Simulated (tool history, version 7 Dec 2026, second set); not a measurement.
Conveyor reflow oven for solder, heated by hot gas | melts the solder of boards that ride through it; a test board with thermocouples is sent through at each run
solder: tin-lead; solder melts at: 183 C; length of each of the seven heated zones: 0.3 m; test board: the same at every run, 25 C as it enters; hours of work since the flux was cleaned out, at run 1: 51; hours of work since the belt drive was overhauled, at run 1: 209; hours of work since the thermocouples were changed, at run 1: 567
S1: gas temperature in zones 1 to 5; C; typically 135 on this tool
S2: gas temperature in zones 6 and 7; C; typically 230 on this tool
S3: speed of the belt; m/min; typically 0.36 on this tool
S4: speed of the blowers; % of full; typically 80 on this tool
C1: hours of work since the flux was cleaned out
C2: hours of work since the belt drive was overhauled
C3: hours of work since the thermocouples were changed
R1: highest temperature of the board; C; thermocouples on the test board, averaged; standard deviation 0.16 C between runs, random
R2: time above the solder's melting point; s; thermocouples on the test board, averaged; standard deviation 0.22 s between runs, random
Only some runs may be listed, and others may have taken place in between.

run	hour	S1	S2	S3	S4	C1	C2	C3	R1	R2
1	0	135	230	0.36	80	51	209	567	215.6	72.2
2	15.1	135	230	0.36	80	58	215	574	215.2	72.5
3	30.8	135	230	0.36	81	64	222	581	215.6	72.6
4	43.1	135	230	0.36	81	70	228	586	215.6	72.4
5	54.9	135	230	0.36	80	75	233	591	215.4	72.2
6	68.8	135	240	0.36	80	81	239	598	224.3	79.9
# hour 71.8: thermocouples of zones 6 and 7 changed
7	87	135	240	0.36	80	88	246	7	224.1	80.3
8	101.6	135	240	0.36	80	95	253	13	224.1	80.2
9	118.1	135	230	0.36	66	102	260	20	213.3	69.4
10	128.1	128	230	0.36	66	107	264	25	212.2	64.8
11	136.5	135	230	0.426	61	110	268	29	206.5	49.3
12	144	124	230	0.36	52	114	271	32	208.5	57.7
13	156.3	147	230	0.36	56	119	277	37	214	75.5
14	168.1	135	230	0.36	82	124	282	42	215.6	72.6
15	183.7	134	222	0.36	82	131	289	49	208.7	64.6
16	194.4	137	230	0.36	78	136	294	54	215.7	73.1
17	203.2	139	220	0.326	58	140	297	58	207	70.7
18	218.7	139	220	0.326	58	146	304	65	206.9	70.8
19	236	139	220	0.326	58	154	312	72	207.1	71.4

What if the next run were any one of these 3? Each begins from the tool's condition after run 19:
A	252.8	131	230	0.36	80	162	319	80	?	?
B	252.8	130	230	0.36	88	162	319	80	?	?
C	252.8	139	220	0.418	58	162	319	80	?	?

run	R1	R2
A	214.9	69.6
B	215.6	70.5
C	199.5	42.2
With no hidden state in the tool, these same runs would have given:
run	R1	R2
A	215	69.6
B	215.7	70.5
C	199.5	42.2

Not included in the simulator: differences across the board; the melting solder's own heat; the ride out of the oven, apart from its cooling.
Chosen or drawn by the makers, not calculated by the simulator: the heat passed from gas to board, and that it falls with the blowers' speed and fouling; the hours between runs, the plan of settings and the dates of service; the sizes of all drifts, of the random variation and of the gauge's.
